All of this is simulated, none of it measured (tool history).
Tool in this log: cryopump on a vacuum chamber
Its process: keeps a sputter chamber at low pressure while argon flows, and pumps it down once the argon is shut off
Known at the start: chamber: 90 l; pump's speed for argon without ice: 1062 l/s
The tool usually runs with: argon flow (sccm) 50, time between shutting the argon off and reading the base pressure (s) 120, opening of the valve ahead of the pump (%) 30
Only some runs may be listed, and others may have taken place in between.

| run | day | argon flow (sccm) | time between shutting the argon off and reading the base pressure (s) | opening of the valve ahead of the pump (%) | pressure while argon flows (Pa) | pressure after the wait (uPa) |
|---|---|---|---|---|---|---|
| 1 | 0.000 | 50 | 120 | 30 | 0.2836 | 1.59 |
| 2 | 0.450 | 50 | 120 | 30 | 0.2809 | 1.54 |
| 3 | 1.108 | 50 | 120 | 30 | 0.2818 | 1.57 |
| 4 | 1.454 | 50 | 120 | 30 | 0.2812 | 1.59 |
| 5 | 2.167 | 75 | 120 | 30 | 0.4229 | 1.60 |
| 6 | 2.717 | 50 | 120 | 30 | 0.2838 | 1.65 |
| 7 | 3.338 | 50 | 120 | 30 | 0.2847 | 1.72 |
| 8 | 4.092 | 37 | 55 | 15 | 0.4059 | 1.96 |
| 9 | 4.758 | 37 | 37 | 55 | 0.1224 | 2.35 |
| 10 | 5.342 | 30 | 177 | 30 | 0.1724 | 1.72 |
| 11 | 6.046 | 29 | 94 | 57 | 0.0922 | 1.83 |
| 12 | 6.604 | 20 | 120 | 32 | 0.1085 | 1.79 |
| 13 | 7.129 | 50 | 29 | 17 | 0.4926 | 2.59 |

Consider 3 possible next runs. They are alternatives, not a sequence: every one starts from the tool as it was left by run 13. What does each give?
| A | 7.675 | 50 | 140 | 40 | ? | ? |
| B | 7.675 | 50 | 45 | 33 | ? | ? |
| C | 7.675 | 22 | 29 | 42 | ? | ? |

| run | pressure while argon flows (Pa) | pressure after the wait (uPa) |
|---|---|---|
| A | 0.2192 | 1.82 |
| B | 0.2629 | 2.31 |
| C | 0.0926 | 2.62 |
Stripped of hidden state, with their random variation kept, the same runs would have yielded:
| run | pressure while argon flows (Pa) | pressure after the wait (uPa) |
|---|---|---|
| A | 0.1972 | 0.50 |
| B | 0.2407 | 0.94 |
| C | 0.0829 | 1.28 |
